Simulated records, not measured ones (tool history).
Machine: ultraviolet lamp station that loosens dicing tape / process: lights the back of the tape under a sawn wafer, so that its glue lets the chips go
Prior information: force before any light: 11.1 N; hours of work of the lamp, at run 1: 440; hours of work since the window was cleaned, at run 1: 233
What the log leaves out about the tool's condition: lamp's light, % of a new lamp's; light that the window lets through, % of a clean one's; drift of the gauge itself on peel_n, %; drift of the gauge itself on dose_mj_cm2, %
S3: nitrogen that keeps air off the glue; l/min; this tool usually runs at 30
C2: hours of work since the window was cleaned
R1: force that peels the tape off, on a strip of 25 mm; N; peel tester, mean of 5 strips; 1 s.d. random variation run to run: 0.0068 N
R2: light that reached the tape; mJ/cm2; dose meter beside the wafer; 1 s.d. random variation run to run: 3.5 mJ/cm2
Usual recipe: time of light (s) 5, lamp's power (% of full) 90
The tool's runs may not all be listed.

Run 1, day 0.000: usual settings; hours of work of the lamp 440; C2 233. Result: R1 0.276 N, R2 513 mJ/cm2.
Run 2, day 2.192: usual settings; hours of work of the lamp 464; C2 257. Result: R1 0.300 N, R2 505 mJ/cm2.
Run 3, day 4.150: usual settings; hours of work of the lamp 486; C2 279. Result: R1 0.300 N, R2 500 mJ/cm2.
Run 4, day 5.408: usual settings; hours of work of the lamp 500; C2 293. Result: R1 0.289 N, R2 497 mJ/cm2.
Run 5, day 7.983: usual settings; hours of work of the lamp 528; C2 321. Result: R1 0.282 N, R2 491 mJ/cm2.
Run 6, day 9.346: usual settings; hours of work of the lamp 543; C2 336. Result: R1 0.295 N, R2 494 mJ/cm2.
Run 7, day 11.575: usual settings; hours of work of the lamp 568; C2 361. Result: R1 0.322 N, R2 479 mJ/cm2.
Run 8, day 13.208: usual settings but S3 31 l/min; hours of work of the lamp 586; C2 379. Result: R1 0.293 N, R2 480 mJ/cm2.
Run 9, day 15.188: usual settings but S3 17 l/min; hours of work of the lamp 608; C2 401. Result: R1 0.470 N, R2 480 mJ/cm2.
At day 17.717: window cleaned of glue's vapour.
Run 10, day 17.808: usual settings but lamp's power (% of full) 60; hours of work of the lamp 637; C2 1. Result: R1 0.680 N, R2 331 mJ/cm2.
Run 11, day 19.208: usual settings but lamp's power (% of full) 60; hours of work of the lamp 652; C2 17. Result: R1 0.709 N, R2 334 mJ/cm2.
Run 12, day 21.588: usual settings but lamp's power (% of full) 60; hours of work of the lamp 679; C2 43. Result: R1 0.731 N, R2 334 mJ/cm2.
Run 13, day 23.179: usual settings but lamp's power (% of full) 60; hours of work of the lamp 696; C2 60. Result: R1 0.713 N, R2 328 mJ/cm2.
Run 14, day 25.325: usual settings but lamp's power (% of full) 65; hours of work of the lamp 720; C2 84. Result: R1 0.622 N, R2 352 mJ/cm2.
Run 15, day 27.558: usual settings but lamp's power (% of full) 91, S3 9 l/min; hours of work of the lamp 745; C2 109. Result: R1 0.802 N, R2 486 mJ/cm2.
Run 16, day 29.808: usual settings but time of light (s) 3, lamp's power (% of full) 65, S3 31 l/min; hours of work of the lamp 770; C2 134. Result: R1 1.852 N, R2 208 mJ/cm2.
Run 17, day 31.796: usual settings but lamp's power (% of full) 62; hours of work of the lamp 792; C2 156. Result: R1 0.701 N, R2 326 mJ/cm2.
Run 18, day 33.004: usual settings but time of light (s) 3; hours of work of the lamp 805; C2 169. Result: R1 1.024 N, R2 285 mJ/cm2.
Run 19, day 34.854: usual settings but time of light (s) 4, S3 18 l/min; hours of work of the lamp 826; C2 190. Result: R1 0.817 N, R2 376 mJ/cm2.

What does the tool deliver on the next run?
Run 20, day 37.125: usual settings but time of light (s) 4, S3 18 l/min; hours of work of the lamp 851; C2 215. Result: R1 ?, R2 ?.

R1: 0.807 N
R2: 377 mJ/cm2
Without the tool's hidden state the same run would have given R1 0.484 N, R2 471 mJ/cm2.

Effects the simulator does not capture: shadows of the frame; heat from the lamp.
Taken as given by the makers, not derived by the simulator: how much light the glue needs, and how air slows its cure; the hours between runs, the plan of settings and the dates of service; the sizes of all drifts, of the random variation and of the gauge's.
